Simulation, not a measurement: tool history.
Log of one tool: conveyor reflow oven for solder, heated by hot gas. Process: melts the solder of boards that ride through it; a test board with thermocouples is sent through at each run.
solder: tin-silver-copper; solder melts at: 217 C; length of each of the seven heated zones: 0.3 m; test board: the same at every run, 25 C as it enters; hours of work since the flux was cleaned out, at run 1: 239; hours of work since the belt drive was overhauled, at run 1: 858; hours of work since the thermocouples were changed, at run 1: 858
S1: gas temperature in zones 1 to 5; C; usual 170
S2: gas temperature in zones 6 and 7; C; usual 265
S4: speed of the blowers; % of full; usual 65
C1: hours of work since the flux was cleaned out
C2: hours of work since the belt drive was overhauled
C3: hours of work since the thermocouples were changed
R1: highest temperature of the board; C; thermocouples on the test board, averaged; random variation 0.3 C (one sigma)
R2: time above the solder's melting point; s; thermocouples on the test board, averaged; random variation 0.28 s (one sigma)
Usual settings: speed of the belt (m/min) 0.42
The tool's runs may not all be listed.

Run 1, hour 0: usual settings; C1 239; C2 858; C3 858. Result: R1 247 C, R2 58.7 s.
Run 2, hour 58.6: usual settings but S1 173 C; C1 274; C2 893; C3 893. Result: R1 247.5 C, R2 60.1 s.
Run 3, hour 91.3: usual settings but S1 173 C; C1 293; C2 912; C3 912. Result: R1 247.2 C, R2 59.3 s.
At hour 142.5: thermocouples of zones 6 and 7 changed.
Run 4, hour 146.3: usual settings but S1 173 C; C1 324; C2 943; C3 2. Result: R1 249.8 C, R2 61.7 s.
At hour 168.5: belt drive overhauled, speed set with a stopwatch.
Run 5, hour 207.3: usual settings; C1 358; C2 23; C3 36. Result: R1 248.6 C, R2 59 s.
At hour 236.3: flux residue cleaned out of gas plates and filters.
Run 6, hour 274.7: usual settings but S1 172 C, speed of the belt (m/min) 0.35, S4 85 % of full; C1 23; C2 59; C3 72. Result: R1 257.1 C, R2 83.5 s.
Run 7, hour 328.2: usual settings but speed of the belt (m/min) 0.342; C1 54; C2 91; C3 104. Result: R1 254.7 C, R2 81.9 s.
Run 8, hour 396: usual settings but S1 179 C, speed of the belt (m/min) 0.342, S4 75 % of full; C1 94; C2 131; C3 144. Result: R1 256.8 C, R2 88.1 s.
Run 9, hour 429: usual settings but S1 179 C, speed of the belt (m/min) 0.342, S4 75 % of full; C1 113; C2 150; C3 163. Result: R1 257.1 C, R2 88.7 s.
Run 10, hour 499.3: usual settings but S2 264 C; C1 155; C2 192; C3 205. Result: R1 247.5 C, R2 58.6 s.

Forecast each of these 5 alternatives for the next run:
Run A, hour 559.6: usual settings but S2 277 C, speed of the belt (m/min) 0.383; C1 190; C2 227; C3 240. Result: R1 ?, R2 ?.
Run B, hour 559.6: usual settings but S2 272 C, speed of the belt (m/min) 0.352; C1 190; C2 227; C3 240. Result: R1 ?, R2 ?.
Run C, hour 559.6: usual settings but S1 171 C, S2 262 C, speed of the belt (m/min) 0.498; C1 190; C2 227; C3 240. Result: R1 ?, R2 ?.
Run D, hour 559.6: usual settings but S1 183 C, speed of the belt (m/min) 0.404, S4 52 % of full; C1 190; C2 227; C3 240. Result: R1 ?, R2 ?.
Run E, hour 559.6: usual settings but S1 172 C; C1 190; C2 227; C3 240. Result: R1 ?, R2 ?.

run     R1    R2
  A  262.6  76.9
  B  260.3  83.1
  C    240    41
  D  249.3  68.3
  E  248.9  60.1
Without the tool's hidden state the same runs would have given:
run     R1    R2
  A  263.6  77.6
  B  261.3  83.8
  C  241.2  42.4
  D  250.2  69.2
  E    250  61.2
